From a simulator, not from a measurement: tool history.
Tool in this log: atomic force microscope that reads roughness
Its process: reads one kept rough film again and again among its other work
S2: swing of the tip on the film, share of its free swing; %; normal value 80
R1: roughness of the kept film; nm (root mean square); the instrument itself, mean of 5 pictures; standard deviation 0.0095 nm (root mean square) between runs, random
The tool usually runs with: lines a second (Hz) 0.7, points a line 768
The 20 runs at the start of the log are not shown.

run 21 day=14.45 | lines_a_second_(Hz)=0.599 S2=80 points_a_line=586 | R1=2.144
run 22 day=15.117 | lines_a_second_(Hz)=0.7 S2=68 points_a_line=553 | R1=2.212
run 23 day=15.579 | lines_a_second_(Hz)=2.692 S2=68 points_a_line=473 | R1=1.983
-- day=15.654 new tip fitted
run 24 day=16.421 | lines_a_second_(Hz)=2.692 S2=68 points_a_line=473 | R1=1.996
run 25 day=17.158 | lines_a_second_(Hz)=1.494 S2=74 points_a_line=825 | R1=2.073
run 26 day=18.067 | lines_a_second_(Hz)=1.494 S2=74 points_a_line=825 | R1=2.058
run 27 day=18.696 | lines_a_second_(Hz)=1.494 S2=74 points_a_line=825 | R1=2.058
run 28 day=19.421 | lines_a_second_(Hz)=2.202 S2=80 points_a_line=467 | R1=1.853
-- day=19.608 new tip fitted
run 29 day=20.429 | lines_a_second_(Hz)=0.7 S2=80 points_a_line=505 | R1=2.152
run 30 day=21.029 | lines_a_second_(Hz)=1.77 S2=80 points_a_line=817 | R1=1.945
run 31 day=22.125 | lines_a_second_(Hz)=1.77 S2=80 points_a_line=817 | R1=1.933
run 32 day=22.754 | lines_a_second_(Hz)=1.16 S2=80 points_a_line=384 | R1=2.029

The next listed run, before its measurement:
run 33 day=23.212 | lines_a_second_(Hz)=2.791 S2=76 points_a_line=977 | R1=?

Run 33 came out at R1 1.871 nm (root mean square).
Minus the tool's unlogged condition, the same run would have read R1 1.88 nm (root mean square).
